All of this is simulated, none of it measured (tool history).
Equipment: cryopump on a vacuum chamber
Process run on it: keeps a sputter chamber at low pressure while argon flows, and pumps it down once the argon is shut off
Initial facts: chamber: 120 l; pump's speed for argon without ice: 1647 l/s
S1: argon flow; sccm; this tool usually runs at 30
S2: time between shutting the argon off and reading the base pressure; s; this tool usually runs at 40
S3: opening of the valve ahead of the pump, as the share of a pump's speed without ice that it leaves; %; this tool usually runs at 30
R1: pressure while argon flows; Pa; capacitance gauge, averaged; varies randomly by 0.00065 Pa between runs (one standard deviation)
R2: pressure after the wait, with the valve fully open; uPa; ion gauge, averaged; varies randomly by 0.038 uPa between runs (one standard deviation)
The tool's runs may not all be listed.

run,hour,S1,S2,S3,R1,R2
1,0.0,30,40,30,0.1063,3.57
2,9.8,49,40,30,0.1770,3.59
3,21.4,60,40,30,0.2158,3.61
4,34.0,60,40,30,0.2161,3.64
5,44.4,60,40,30,0.2162,3.50
6,60.1,60,40,30,0.2186,3.75
7,73.0,30,48,30,0.1084,3.45
8,80.5,30,48,30,0.1098,3.42
9,97.0,30,48,30,0.1077,3.39
10,105.1,30,40,30,0.1100,3.80
11,121.3,30,40,30,0.1093,3.85
12,138.3,30,40,30,0.1101,3.88
13,146.2,30,40,30,0.1102,3.88
14,163.0,30,40,19,0.1701,3.88
15,177.4,30,40,19,0.1705,3.86
16,192.0,30,225,30,0.1096,2.31
17,207.9,30,40,30,0.1113,3.98
18,223.1,31,40,29,0.1188,4.02
19,237.2,26,40,37,0.0794,3.98
20,251.6,26,40,37,0.0807,4.14
21,262.5,26,40,37,0.0799,4.12
22,270.1,26,27,37,0.0804,4.91
23,281.1,16,81,24,0.0732,3.16
24,293.9,21,40,22,0.1055,4.22
25,304.6,21,40,22,0.1048,4.26
26,314.4,24,40,30,0.0902,4.25
27,330.2,24,40,30,0.0898,4.28
28,338.8,24,40,30,0.0914,4.29
29,351.3,24,40,30,0.0914,4.31
30,366.6,34,93,15,0.2444,3.19
31,379.1,21,93,30,0.0800,3.27
32,399.9,21,93,30,0.0718,2.59
33,407.6,18,232,24,0.0779,2.17
34,423.0,16,232,40,0.0418,2.15

Put back what was entered between runs (1 entry, withheld): which listed runs does each sit between, and how does the hidden state differ from the listed run before to the listed run after?
Runs 31 to 32: pump warmed up, emptied and cooled again (hour 385.4)
  pump's speed, % of a pump's without ice: 73.7 -> 98.7; cold plate's temperature, K: 12.65 -> 12.66; leak into the chamber, uPa l/s: 2851 -> 2876
  measured value less the no-hidden-state value, R1: +0.0081 -> +0.0006 Pa; R2: +2.20 -> +1.59 uPa
